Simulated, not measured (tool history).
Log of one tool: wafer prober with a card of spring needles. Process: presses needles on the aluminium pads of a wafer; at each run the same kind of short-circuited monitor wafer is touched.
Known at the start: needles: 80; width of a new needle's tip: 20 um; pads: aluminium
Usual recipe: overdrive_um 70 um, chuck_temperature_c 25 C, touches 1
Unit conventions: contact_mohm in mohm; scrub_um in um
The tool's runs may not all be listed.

run    day  overdrive_um  chuck_temperature_c  touches  contact_mohm  scrub_um
  1  0.000            70                   25        1           151     18.63
     0.129  -- tips cleaned on abrasive film
     0.162  -- height of the first contact set anew
  2  0.300            70                   25        1           149     18.60
     0.329  -- tips cleaned on abrasive film
     0.529  -- tips cleaned on abrasive film
  3  0.679            70                   25        1           148     18.59
     0.721  -- tips cleaned on abrasive film
     0.917  -- tips cleaned on abrasive film
  4  1.004            70                   25        1           151     18.63
     1.121  -- tips cleaned on abrasive film
     1.321  -- tips cleaned on abrasive film
  5  1.321            70                   25        1           149     18.61
  6  1.492            70                   25        1           148     18.67
     1.517  -- tips cleaned on abrasive film
     1.717  -- tips cleaned on abrasive film
  7  1.829            70                   25        1           149     18.68
     1.912  -- tips cleaned on abrasive film
     2.112  -- tips cleaned on abrasive film
  8  2.171            70                  122        1           168     18.70
     2.317  -- tips cleaned on abrasive film
  9  2.404            70                   25        1           146     18.70
     2.521  -- tips cleaned on abrasive film
 10  2.583            70                   25        1           148     18.64
     2.725  -- tips cleaned on abrasive film
     2.925  -- tips cleaned on abrasive film
 11  2.925            70                   25        1           146     18.69
     3.133  -- tips cleaned on abrasive film
 12  3.208            70                   25        1           149     18.69
     3.333  -- tips cleaned on abrasive film
 13  3.492            70                   25        1           150     18.71
     3.542  -- tips cleaned on abrasive film
     3.733  -- tips cleaned on abrasive film
 14  3.800            70                   25        1           149     18.71
     3.921  -- tips cleaned on abrasive film
 15  4.025            70                   25        1           150     18.66
     4.121  -- tips cleaned on abrasive film
 16  4.258            70                   25        1           148     18.75
     4.333  -- tips cleaned on abrasive film
     4.533  -- tips cleaned on abrasive film
 17  4.608            70                   25        1           148     18.67
     4.654  -- height of the first contact set anew
     4.733  -- tips cleaned on abrasive film
     4.942  -- tips cleaned on abrasive film
 18  4.950            53                   51        2           156     14.17
     5.158  -- tips cleaned on abrasive film
 19  5.317            70                   38        1           150     18.74
     5.346  -- tips cleaned on abrasive film
     5.542  -- tips cleaned on abrasive film
 20  5.704            84                   25        2           147     22.52
     5.733  -- tips cleaned on abrasive film
     5.925  -- tips cleaned on abrasive film
 21  6.104            61                   38        2           154     16.37
     6.129  -- tips cleaned on abrasive film
     6.317  -- tips cleaned on abrasive film
 22  6.438            80                   78        1           155     21.50
     6.504  -- tips cleaned on abrasive film
 23  6.675            80                   78        1           156     21.43
     6.717  -- tips cleaned on abrasive film
     6.904  -- tips cleaned on abrasive film
 24  7.075            84                   78        1           156     22.58
     7.104  -- tips cleaned on abrasive film
     7.300  -- tips cleaned on abrasive film
 25  7.375            70                   80        1           158     18.84
     7.488  -- tips cleaned on abrasive film
 26  7.642            70                   31        2           151     18.87
     7.679  -- tips cleaned on abrasive film
     7.879  -- tips cleaned on abrasive film
 27  7.912            70                   31        2           151     18.77
     8.079  -- tips cleaned on abrasive film
     8.267  -- tips cleaned on abrasive film
 28  8.267            73                   39        1           150     19.64
     8.471  -- tips cleaned on abrasive film
 29  8.642            73                   39        1           150     19.64
     8.679  -- tips cleaned on abrasive film
 30  8.812            77                   39        2           151     20.71
     8.867  -- tips cleaned on abrasive film
     8.967  -- gauge calibrated
     9.054  -- tips cleaned on abrasive film
 31  9.092            63                   25        1           148     16.68

Branching from run 31: 3 alternative next runs. What would each branch give?
     9.129  -- height of the first contact set anew
     9.267  -- tips cleaned on abrasive film
  A  9.304            75                   98        1             ?         ?
     9.129  -- height of the first contact set anew
     9.267  -- tips cleaned on abrasive film
  B  9.304            78                   25        1             ?         ?
     9.129  -- height of the first contact set anew
     9.267  -- tips cleaned on abrasive film
  C  9.304            70                   25        1             ?         ?

run  contact_mohm  scrub_um
  A           164     19.96
  B           150     20.73
  C           150     18.56
What these runs would have given with no unlogged condition in the tool:
run  contact_mohm  scrub_um
  A           164     19.95
  B           150     20.72
  C           150     18.55

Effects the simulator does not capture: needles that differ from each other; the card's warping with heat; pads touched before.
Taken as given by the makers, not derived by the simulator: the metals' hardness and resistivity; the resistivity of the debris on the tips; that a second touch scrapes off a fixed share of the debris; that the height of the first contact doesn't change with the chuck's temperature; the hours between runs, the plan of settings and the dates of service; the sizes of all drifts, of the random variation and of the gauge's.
